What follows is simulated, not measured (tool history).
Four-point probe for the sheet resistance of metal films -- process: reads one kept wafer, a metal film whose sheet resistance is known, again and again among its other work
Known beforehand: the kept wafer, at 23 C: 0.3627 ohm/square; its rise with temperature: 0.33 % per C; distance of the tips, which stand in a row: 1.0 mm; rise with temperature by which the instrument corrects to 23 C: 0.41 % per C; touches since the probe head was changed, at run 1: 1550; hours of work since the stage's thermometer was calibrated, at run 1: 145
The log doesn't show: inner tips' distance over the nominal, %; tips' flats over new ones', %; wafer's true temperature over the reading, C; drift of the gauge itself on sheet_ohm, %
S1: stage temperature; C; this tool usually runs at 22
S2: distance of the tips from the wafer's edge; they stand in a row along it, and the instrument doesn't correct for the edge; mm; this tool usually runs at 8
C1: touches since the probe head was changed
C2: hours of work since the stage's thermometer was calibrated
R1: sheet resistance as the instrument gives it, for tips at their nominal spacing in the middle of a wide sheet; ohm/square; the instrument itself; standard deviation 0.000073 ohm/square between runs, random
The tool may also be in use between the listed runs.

{"run": 1, "hour": 0.0, "S1": 22, "S2": 8, "C1": 1550, "C2": 145, "R1": 0.366148}
{"run": 2, "hour": 12.6, "S1": 22, "S2": 8, "C1": 1933, "C2": 151, "R1": 0.366244}
{"run": 3, "hour": 30.1, "S1": 22, "S2": 8, "C1": 2469, "C2": 158, "R1": 0.366166}
{"run": 4, "hour": 44.3, "S1": 22, "S2": 8, "C1": 2901, "C2": 164, "R1": 0.366206}
{"run": 5, "hour": 62.2, "S1": 22, "S2": 8, "C1": 3448, "C2": 171, "R1": 0.366113}
{"run": 6, "hour": 77.5, "S1": 22, "S2": 8, "C1": 3913, "C2": 178, "R1": 0.366149}
{"run": 7, "hour": 87.0, "S1": 22, "S2": 8, "C1": 4203, "C2": 182, "R1": 0.366093}
{"run": 8, "hour": 98.2, "S1": 22, "S2": 5, "C1": 4547, "C2": 186, "R1": 0.370616}
{"run": 9, "hour": 110.4, "S1": 22, "S2": 5, "C1": 4919, "C2": 192, "R1": 0.370793}
{"run": 10, "hour": 118.5, "S1": 22, "S2": 5, "C1": 5166, "C2": 195, "R1": 0.37082}
{"run": 11, "hour": 128.8, "S1": 22, "S2": 5, "C1": 5480, "C2": 199, "R1": 0.370647}
{"run": 12, "hour": 141.9, "S1": 22, "S2": 5, "C1": 5878, "C2": 205, "R1": 0.370707}
{"run": 13, "hour": 157.1, "S1": 26, "S2": 8, "C1": 6342, "C2": 211, "R1": 0.364937}
{"run": 14, "hour": 169.2, "S1": 28, "S2": 33, "C1": 6711, "C2": 216, "R1": 0.361619}
{"run": 15, "hour": 185.1, "S1": 34, "S2": 8, "C1": 7196, "C2": 223, "R1": 0.36291}
{"run": 16, "hour": 193.2, "S1": 34, "S2": 32, "C1": 7443, "C2": 226, "R1": 0.359993}
{"run": 17, "hour": 208.9, "S1": 24, "S2": 7, "C1": 7925, "C2": 233, "R1": 0.366259}
{"run": 18, "hour": 221.8, "S1": 29, "S2": 14, "C1": 8316, "C2": 238, "R1": 0.362086}
{"run": 19, "hour": 234.3, "S1": 26, "S2": 23, "C1": 8699, "C2": 243, "R1": 0.362245}
{"run": 20, "hour": 251.2, "S1": 24, "S2": 22, "C1": 9214, "C2": 250, "R1": 0.362719}
{"run": 21, "hour": 262.3, "S1": 31, "S2": 26, "C1": 9552, "C2": 255, "R1": 0.360822}
{"run": 22, "hour": 272.8, "S1": 31, "S2": 26, "C1": 9872, "C2": 259, "R1": 0.360765}
{"run": 23, "hour": 284.5, "S1": 31, "S2": 26, "C1": 10229, "C2": 264, "R1": 0.360798}
{"run": 24, "hour": 300.7, "S1": 31, "S2": 26, "C1": 10723, "C2": 271, "R1": 0.360801}
{"run": 25, "hour": 318.3, "S1": 21, "S2": 19, "C1": 11260, "C2": 279, "R1": 0.36366}

Branching from run 25: 5 alternative next runs. What would each branch give?
{"run": "A", "hour": 329.6, "S1": 24, "S2": 4, "C1": 11605, "C2": 283, "R1": "?"}
{"run": "B", "hour": 329.6, "S1": 22, "S2": 5, "C1": 11605, "C2": 283, "R1": "?"}
{"run": "C", "hour": 329.6, "S1": 24, "S2": 16, "C1": 11605, "C2": 283, "R1": "?"}
{"run": "D", "hour": 329.6, "S1": 26, "S2": 12, "C1": 11605, "C2": 283, "R1": "?"}
{"run": "E", "hour": 329.6, "S1": 30, "S2": 8, "C1": 11605, "C2": 283, "R1": "?"}

run=A R1=0.374143
run=B R1=0.370649
run=C R1=0.363096
run=D R1=0.363206
run=E R1=0.363889
Had the tool no hidden state, the same runs would have come out as:
run=A R1=0.374229
run=B R1=0.370734
run=C R1=0.363180
run=D R1=0.363290
run=E R1=0.363974
